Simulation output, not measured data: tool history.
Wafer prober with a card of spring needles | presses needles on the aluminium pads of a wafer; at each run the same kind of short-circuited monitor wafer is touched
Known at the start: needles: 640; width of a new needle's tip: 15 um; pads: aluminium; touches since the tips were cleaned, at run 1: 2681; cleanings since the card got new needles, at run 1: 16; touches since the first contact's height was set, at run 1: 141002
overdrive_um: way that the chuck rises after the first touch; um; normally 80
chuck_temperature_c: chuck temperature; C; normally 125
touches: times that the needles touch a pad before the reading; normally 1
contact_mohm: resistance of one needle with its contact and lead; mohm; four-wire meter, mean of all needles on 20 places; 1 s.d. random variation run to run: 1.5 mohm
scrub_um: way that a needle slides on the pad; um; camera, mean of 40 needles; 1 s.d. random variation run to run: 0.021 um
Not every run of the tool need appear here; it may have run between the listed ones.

run	hour	overdrive_um	chuck_temperature_c	touches	touches since the tips were cleaned	cleanings since the card got new needles	touches since the first contact's height was set	contact_mohm	scrub_um
1	0.0	80	125	1	2681	16	141002	173	10.27
# hour 7.3: tips cleaned on abrasive film
2	8.8	80	125	1	1119	17	147568	161	10.22
3	16.1	80	125	1	6563	17	153012	185	10.23
# hour 17.8: tips cleaned on abrasive film
4	25.4	80	125	3	5735	18	160001	164	10.25
# hour 28.9: tips cleaned on abrasive film
5	31.1	80	125	3	1652	19	164190	156	10.23
# hour 39.9: tips cleaned on abrasive film
6	40.5	80	125	3	443	20	171175	147	10.18
7	45.6	80	125	3	4295	20	175027	157	10.23
# hour 50.6: tips cleaned on abrasive film
8	51.8	80	125	1	919	21	179632	158	10.21
9	58.4	80	125	2	5885	21	184598	173	10.20
# hour 61.9: tips cleaned on abrasive film
10	64.5	80	125	2	1991	22	189096	160	10.20
# hour 72.8: tips cleaned on abrasive film
11	74.2	80	100	2	1030	23	196288	155	10.18
12	78.2	80	125	1	4108	23	199366	180	10.19
# hour 83.4: tips cleaned on abrasive film
13	84.0	80	48	1	386	24	203595	144	10.17
14	90.4	80	125	1	5271	24	208480	187	10.17
# hour 94.4: tips cleaned on abrasive film
15	98.2	69	125	1	2840	25	214226	185	8.68
# hour 105.3: tips cleaned on abrasive film
16	105.3	69	55	1	16	26	219516	140	8.64
17	112.5	69	55	1	5412	26	224912	186	8.69
# hour 116.1: tips cleaned on abrasive film
# hour 117.4: height of the first contact set anew
18	121.9	69	102	1	4119	27	3408	191	8.59
# hour 127.1: tips cleaned on abrasive film
19	131.1	70	105	2	3005	28	10241	165	8.73
20	136.0	67	35	3	6666	28	13902	158	8.36
# hour 137.9: tips cleaned on abrasive film
21	140.9	81	50	1	2275	29	17543	165	10.16
22	145.1	81	50	1	5429	29	20697	178	10.19
# hour 148.8: tips cleaned on abrasive film
23	151.8	80	118	2	2202	30	25644	162	10.03
24	157.8	74	50	1	6770	30	30212	187	9.26
# hour 159.5: tips cleaned on abrasive film
25	164.1	74	50	1	3479	31	34886	176	9.21
# hour 170.3: tips cleaned on abrasive film
26	171.2	61	30	2	730	32	40152	149	7.49
# hour 174.9: height of the first contact set anew, once more
27	179.3	68	34	2	6585	32	3341	171	8.93
# hour 181.0: tips cleaned on abrasive film
28	188.2	68	34	2	5430	33	9982	167	8.93
# hour 191.5: tips cleaned on abrasive film
29	195.8	85	37	2	3205	34	15560	152	11.16
# hour 202.0: tips cleaned on abrasive film
30	202.6	99	111	2	499	35	20662	149	13.00
31	206.8	99	111	2	3612	35	23775	163	12.98
# hour 212.4: tips cleaned on abrasive film
32	213.6	90	125	2	866	36	28817	156	11.74
33	219.6	67	50	1	5381	36	33332	190	8.76
# hour 223.4: tips cleaned on abrasive film
34	228.0	65	87	1	3498	37	39605	189	8.48

Forecast each of these 3 alternatives for the next run:
# hour 234.3: tips cleaned on abrasive film
A	237.7	80	43	1	2587	38	46832	?	?
# hour 234.3: tips cleaned on abrasive film
B	237.7	69	69	1	2587	38	46832	?	?
# hour 234.3: tips cleaned on abrasive film
C	237.7	65	76	2	2587	38	46832	?	?

run	contact_mohm	scrub_um
A	164	10.45
B	177	9.01
C	167	8.46
Without the tool's unlogged condition, the same runs would have read:
run	contact_mohm	scrub_um
A	136	10.53
B	142	9.09
C	144	8.55

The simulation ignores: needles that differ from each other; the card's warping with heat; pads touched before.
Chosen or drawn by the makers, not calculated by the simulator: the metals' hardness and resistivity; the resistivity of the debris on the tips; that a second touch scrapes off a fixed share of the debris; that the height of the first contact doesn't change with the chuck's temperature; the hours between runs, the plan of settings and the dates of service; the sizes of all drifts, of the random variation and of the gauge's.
